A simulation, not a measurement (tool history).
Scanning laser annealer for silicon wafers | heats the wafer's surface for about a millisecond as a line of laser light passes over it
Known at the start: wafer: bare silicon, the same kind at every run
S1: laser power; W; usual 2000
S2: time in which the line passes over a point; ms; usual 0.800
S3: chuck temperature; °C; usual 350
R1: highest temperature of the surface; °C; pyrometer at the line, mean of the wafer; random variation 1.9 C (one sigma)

run 1 hour=0.0 | S1=2000 S2=0.800 S3=350 | R1=1131
run 2 hour=12.9 | S1=2000 S2=0.800 S3=350 | R1=1128
run 3 hour=31.4 | S1=2000 S2=0.800 S3=350 | R1=1126
-- hour=44.4 window over the wafer cleaned
run 4 hour=49.8 | S1=2000 S2=0.800 S3=350 | R1=1125
run 5 hour=62.4 | S1=2000 S2=0.800 S3=350 | R1=1128
run 6 hour=84.5 | S1=2000 S2=0.800 S3=350 | R1=1125
run 7 hour=107.3 | S1=2000 S2=0.800 S3=350 | R1=1133
run 8 hour=131.1 | S1=2000 S2=0.611 S3=350 | R1=1031
run 9 hour=148.5 | S1=2000 S2=0.800 S3=350 | R1=1126
run 10 hour=171.5 | S1=1916 S2=0.829 S3=376 | R1=1126
run 11 hour=197.2 | S1=2176 S2=0.704 S3=333 | R1=1149
run 12 hour=215.0 | S1=2176 S2=0.704 S3=333 | R1=1149
run 13 hour=234.3 | S1=2176 S2=0.704 S3=333 | R1=1148
run 14 hour=245.3 | S1=2176 S2=0.704 S3=333 | R1=1151
run 15 hour=255.6 | S1=2000 S2=0.833 S3=348 | R1=1141
run 16 hour=270.0 | S1=2000 S2=0.833 S3=348 | R1=1140
run 17 hour=295.0 | S1=2000 S2=0.596 S3=351 | R1=1024

Forecast each of these 3 alternatives for the next run:
run A hour=319.8 | S1=2000 S2=0.949 S3=350 | R1=?
run B hour=319.8 | S1=2000 S2=0.880 S3=350 | R1=?
run C hour=319.8 | S1=1810 S2=0.800 S3=375 | R1=?

run=A R1=1199
run=B R1=1161
run=C R1=1056
Without the tool's hidden state the same runs would have given:
run=A R1=1200
run=B R1=1162
run=C R1=1057
